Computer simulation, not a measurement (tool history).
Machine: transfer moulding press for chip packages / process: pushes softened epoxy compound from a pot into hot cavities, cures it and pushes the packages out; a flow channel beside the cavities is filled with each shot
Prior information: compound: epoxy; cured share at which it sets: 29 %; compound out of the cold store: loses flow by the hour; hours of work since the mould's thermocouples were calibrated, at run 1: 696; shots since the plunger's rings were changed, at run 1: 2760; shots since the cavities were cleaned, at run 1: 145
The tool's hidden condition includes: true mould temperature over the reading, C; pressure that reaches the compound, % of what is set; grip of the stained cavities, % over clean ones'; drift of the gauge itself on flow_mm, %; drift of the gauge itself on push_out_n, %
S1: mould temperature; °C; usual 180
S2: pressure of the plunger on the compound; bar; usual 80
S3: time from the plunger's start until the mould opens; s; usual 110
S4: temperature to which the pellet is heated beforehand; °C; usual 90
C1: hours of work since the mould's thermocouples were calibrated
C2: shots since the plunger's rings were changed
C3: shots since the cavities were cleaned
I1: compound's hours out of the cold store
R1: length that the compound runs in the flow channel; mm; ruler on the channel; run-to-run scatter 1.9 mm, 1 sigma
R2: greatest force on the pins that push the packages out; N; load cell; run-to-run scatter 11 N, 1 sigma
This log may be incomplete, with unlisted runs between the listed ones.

run	hour	S1	S2	S3	S4	C1	C2	C3	I1	R1	R2
1	0	180	80	110	90	696	2760	145	37.9	513	473
# hour 12.4: mould's thermocouples calibrated
2	55.2	180	80	116	90	32	3389	774	44.2	504	456
# hour 80.9: cavities cleaned with cleaning compound and waxed
3	117.4	182	80	110	90	76	4106	430	13.9	555	463
# hour 154: plunger's sealing rings changed
4	161.4	182	80	110	90	107	89	922	9.3	563	475
# hour 175: cavities cleaned with cleaning compound and waxed
5	207.1	182	80	110	90	140	611	379	17.8	549	474
6	249.7	182	80	110	90	171	1115	883	20.1	545	482
# hour 265.4: cavities cleaned with cleaning compound and waxed
7	327.1	174	80	110	90	227	2012	730	11.6	579	739
# hour 359.1: cavities cleaned with cleaning compound and waxed
8	388.3	174	80	110	90	272	2717	345	46.6	513	694
# hour 455.6: cavities cleaned with cleaning compound and waxed
9	455.6	174	80	110	90	320	3495	0	40.6	521	689
10	520.7	174	80	110	90	368	4264	769	25.8	550	707
# hour 537.5: plunger's sealing rings changed
# hour 551.2: cavities cleaned with cleaning compound and waxed
11	605.1	180	80	110	90	428	781	637	20.4	550	505
# hour 643.4: cavities cleaned with cleaning compound and waxed
12	677	180	80	110	90	480	1613	397	23.2	541	490
# hour 735.9: cavities cleaned with cleaning compound and waxed
13	750.5	180	80	110	90	533	2464	172	16.6	556	518
14	800.6	180	80	110	90	570	3057	765	27.5	539	494
# hour 831.7: cavities cleaned with cleaning compound and waxed
15	867.6	180	80	147	92	619	3831	424	22	549	402
# hour 922.6: plunger's sealing rings changed
# hour 930: cavities cleaned with cleaning compound and waxed
16	931.2	178	80	110	95	663	84	14	24	542	526
# hour 991.9: mould's thermocouples calibrated
17	1012.4	178	80	110	95	15	1019	949	13	565	552
# hour 1023.1: cavities cleaned with cleaning compound and waxed
18	1099.4	180	83	110	90	78	2031	902	34.8	534	495
# hour 1114.4: cavities cleaned with cleaning compound and waxed
19	1194.7	180	83	110	90	148	3139	949	42.4	518	480
# hour 1204.5: cavities cleaned with cleaning compound and waxed
20	1247	180	83	139	99	185	3740	503	30.4	542	403
21	1290.5	180	80	131	89	217	4254	1017	8.6	570	425
# hour 1297.2: cavities cleaned with cleaning compound and waxed
# hour 1312.4: plunger's sealing rings changed
22	1332.8	179	80	110	90	246	240	390	42.5	511	520
23	1374.3	179	80	110	90	276	731	881	36.8	518	536

Forecast each of these 3 alternatives for the next run:
# hour 1394: cavities cleaned with cleaning compound and waxed
A	1419.3	180	77.1	110	90	309	1246	299	43.6	?	?
# hour 1394: cavities cleaned with cleaning compound and waxed
B	1419.3	172	80	91	90	309	1246	299	34.4	?	?
# hour 1394: cavities cleaned with cleaning compound and waxed
C	1419.3	180	80	139	90	309	1246	299	30.5	?	?

run	R1	R2
A	495	504
B	540	1214
C	528	416
With the hidden condition removed and each run's random variation left untouched, the same runs would have given:
run	R1	R2
A	495	501
B	540	1206
C	529	413
